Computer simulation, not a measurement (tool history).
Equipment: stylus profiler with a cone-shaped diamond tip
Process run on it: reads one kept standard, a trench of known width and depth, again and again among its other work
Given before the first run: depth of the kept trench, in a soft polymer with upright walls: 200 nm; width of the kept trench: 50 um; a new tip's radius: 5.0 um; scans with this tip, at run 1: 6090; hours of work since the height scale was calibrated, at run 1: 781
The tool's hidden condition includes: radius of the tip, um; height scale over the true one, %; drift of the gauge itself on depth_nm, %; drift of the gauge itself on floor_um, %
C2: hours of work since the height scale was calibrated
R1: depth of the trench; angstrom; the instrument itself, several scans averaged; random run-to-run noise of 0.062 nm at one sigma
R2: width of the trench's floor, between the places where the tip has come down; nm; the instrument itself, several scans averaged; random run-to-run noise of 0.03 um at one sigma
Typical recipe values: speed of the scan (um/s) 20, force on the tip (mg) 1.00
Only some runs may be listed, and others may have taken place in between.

run 1 hour=0.0 | speed_of_the_scan_(um/s)=20 force_on_the_tip_(mg)=1.00 | scans_with_this_tip=6090 C2=781 | R1=2017.5 R2=46240
run 2 hour=35.5 | speed_of_the_scan_(um/s)=20 force_on_the_tip_(mg)=1.00 | scans_with_this_tip=6235 C2=800 | R1=2017.7 R2=46220
run 3 hour=58.6 | speed_of_the_scan_(um/s)=20 force_on_the_tip_(mg)=1.06 | scans_with_this_tip=6329 C2=812 | R1=2017.6 R2=46260
run 4 hour=92.8 | speed_of_the_scan_(um/s)=6 force_on_the_tip_(mg)=1.00 | scans_with_this_tip=6468 C2=829 | R1=2016.2 R2=46330
run 5 hour=128.5 | speed_of_the_scan_(um/s)=20 force_on_the_tip_(mg)=1.00 | scans_with_this_tip=6613 C2=848 | R1=2017.6 R2=46220
run 6 hour=158.5 | speed_of_the_scan_(um/s)=35 force_on_the_tip_(mg)=1.00 | scans_with_this_tip=6735 C2=864 | R1=2016.7 R2=46090
run 7 hour=187.0 | speed_of_the_scan_(um/s)=20 force_on_the_tip_(mg)=1.36 | scans_with_this_tip=6851 C2=879 | R1=2020.0 R2=46150
run 8 hour=207.0 | speed_of_the_scan_(um/s)=24 force_on_the_tip_(mg)=1.00 | scans_with_this_tip=6932 C2=889 | R1=2016.8 R2=46200
run 9 hour=240.5 | speed_of_the_scan_(um/s)=20 force_on_the_tip_(mg)=1.00 | scans_with_this_tip=7068 C2=907 | R1=2017.0 R2=46130
run 10 hour=274.1 | speed_of_the_scan_(um/s)=20 force_on_the_tip_(mg)=0.33 | scans_with_this_tip=7205 C2=924 | R1=2010.6 R2=46050
run 11 hour=293.0 | speed_of_the_scan_(um/s)=20 force_on_the_tip_(mg)=0.33 | scans_with_this_tip=7282 C2=934 | R1=2011.8 R2=46070
run 12 hour=324.3 | speed_of_the_scan_(um/s)=20 force_on_the_tip_(mg)=0.33 | scans_with_this_tip=7409 C2=950 | R1=2011.4 R2=46050
run 13 hour=349.1 | speed_of_the_scan_(um/s)=6 force_on_the_tip_(mg)=1.71 | scans_with_this_tip=7510 C2=963 | R1=2022.9 R2=46210
run 14 hour=377.5 | speed_of_the_scan_(um/s)=6 force_on_the_tip_(mg)=1.71 | scans_with_this_tip=7626 C2=978 | R1=2023.1 R2=46200
run 15 hour=416.5 | speed_of_the_scan_(um/s)=12 force_on_the_tip_(mg)=1.35 | scans_with_this_tip=7784 C2=998 | R1=2021.1 R2=46160

What does the tool deliver on the next run?
run 16 hour=445.2 | speed_of_the_scan_(um/s)=12 force_on_the_tip_(mg)=1.35 | scans_with_this_tip=7901 C2=1013 | R1=? R2=?

R1: 2020.3 angstrom
R2: 46110 nm
Take away the tool's hidden state, keep the run-to-run variation as it was, and the same run would have given R1 2014.4 angstrom, R2 47120 nm.
